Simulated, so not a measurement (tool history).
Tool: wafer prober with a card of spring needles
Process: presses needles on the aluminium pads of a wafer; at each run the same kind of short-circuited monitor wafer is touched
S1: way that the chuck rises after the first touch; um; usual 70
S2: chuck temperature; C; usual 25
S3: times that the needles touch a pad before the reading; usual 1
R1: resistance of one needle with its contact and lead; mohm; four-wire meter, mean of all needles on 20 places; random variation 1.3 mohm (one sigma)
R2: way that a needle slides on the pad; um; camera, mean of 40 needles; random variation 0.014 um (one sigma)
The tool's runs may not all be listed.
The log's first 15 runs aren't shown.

run	hour	S1	S2	S3	R1	R2
16	122.0	70	25	1	109	12.49
# hour 130.6: tips cleaned on abrasive film
17	133.5	70	25	1	107	12.46
18	142.0	70	65	1	115	12.45
# hour 145.4: tips cleaned on abrasive film
19	153.1	70	100	1	118	12.48
# hour 160.2: tips cleaned on abrasive film
20	160.7	57	61	2	115	10.15
21	167.2	72	32	2	110	12.82
# hour 174.3: tips cleaned on abrasive film
22	178.4	55	92	3	122	9.80
# hour 180.1: height of the first contact set anew
23	184.0	75	110	2	117	13.37
# hour 189.2: tips cleaned on abrasive film
24	194.5	70	25	2	109	12.48

The next listed run, before its measurement:
# hour 203.9: tips cleaned on abrasive film
25	204.8	70	64	2	?	?

Run 25 gave R1 112 mohm, R2 12.49 um.
Without the tool's hidden state the same run would have given R1 112 mohm, R2 12.49 um.
